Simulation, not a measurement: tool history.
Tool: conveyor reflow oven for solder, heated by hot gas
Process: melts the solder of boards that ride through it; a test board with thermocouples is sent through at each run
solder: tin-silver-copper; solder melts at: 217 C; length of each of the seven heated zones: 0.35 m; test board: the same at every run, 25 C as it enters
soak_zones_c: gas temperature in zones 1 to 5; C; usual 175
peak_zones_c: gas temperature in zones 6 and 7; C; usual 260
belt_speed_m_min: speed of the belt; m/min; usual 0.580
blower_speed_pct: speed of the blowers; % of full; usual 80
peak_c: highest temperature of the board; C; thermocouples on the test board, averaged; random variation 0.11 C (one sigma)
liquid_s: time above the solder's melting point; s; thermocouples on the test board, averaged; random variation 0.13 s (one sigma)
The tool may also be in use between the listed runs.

run 1 hour=0.0 | soak_zones_c=175 peak_zones_c=260 belt_speed_m_min=0.580 blower_speed_pct=80 | peak_c=248.5 liquid_s=53.5
run 2 hour=89.6 | soak_zones_c=175 peak_zones_c=260 belt_speed_m_min=0.580 blower_speed_pct=80 | peak_c=248.3 liquid_s=53.2
run 3 hour=171.7 | soak_zones_c=175 peak_zones_c=260 belt_speed_m_min=0.580 blower_speed_pct=54 | peak_c=241.5 liquid_s=44.7
run 4 hour=210.7 | soak_zones_c=175 peak_zones_c=260 belt_speed_m_min=0.580 blower_speed_pct=54 | peak_c=241.2 liquid_s=44.7
run 5 hour=280.5 | soak_zones_c=175 peak_zones_c=260 belt_speed_m_min=0.580 blower_speed_pct=80 | peak_c=247.3 liquid_s=52.2
-- hour=339.4 flux residue cleaned out of gas plates and filters
run 6 hour=342.2 | soak_zones_c=175 peak_zones_c=260 belt_speed_m_min=0.580 blower_speed_pct=80 | peak_c=249.0 liquid_s=54.1
run 7 hour=411.5 | soak_zones_c=175 peak_zones_c=260 belt_speed_m_min=0.662 blower_speed_pct=80 | peak_c=245.1 liquid_s=43.5
run 8 hour=486.9 | soak_zones_c=171 peak_zones_c=260 belt_speed_m_min=0.580 blower_speed_pct=73 | peak_c=246.4 liquid_s=49.8
run 9 hour=532.4 | soak_zones_c=175 peak_zones_c=260 belt_speed_m_min=0.548 blower_speed_pct=80 | peak_c=249.8 liquid_s=57.8
run 10 hour=569.5 | soak_zones_c=175 peak_zones_c=273 belt_speed_m_min=0.548 blower_speed_pct=54 | peak_c=254.6 liquid_s=59.2
run 11 hour=650.0 | soak_zones_c=175 peak_zones_c=273 belt_speed_m_min=0.548 blower_speed_pct=54 | peak_c=254.5 liquid_s=59.1
run 12 hour=708.8 | soak_zones_c=171 peak_zones_c=260 belt_speed_m_min=0.639 blower_speed_pct=80 | peak_c=244.0 liquid_s=42.7

Some steps in peak_c between neighbouring runs. How much of each would the tool show without its hidden state too (settings, what came in, random variation), and how much is left for the hidden state, with any gauge scatter that isn't in both results?
The hidden state here: heat that the gas passes to the board, % of a clean oven's; belt's true speed, % of the reading; true gas temperature in zones 6 and 7 over the reading, C; drift of the gauge itself on peak_c, C; drift of the gauge itself on liquid_s, %.
Run 5 -> 6: flux residue cleaned out of gas plates and filters. peak_c +1.7 C: hidden state +1.7, all else +0.0.
Run 11 -> 12: soak_zones_c 175 -> 171, peak_zones_c 273 -> 260, belt_speed_m_min 0.548 -> 0.639, blower_speed_pct 54 -> 80. peak_c -10.5 C: hidden state -0.7, all else -9.8.
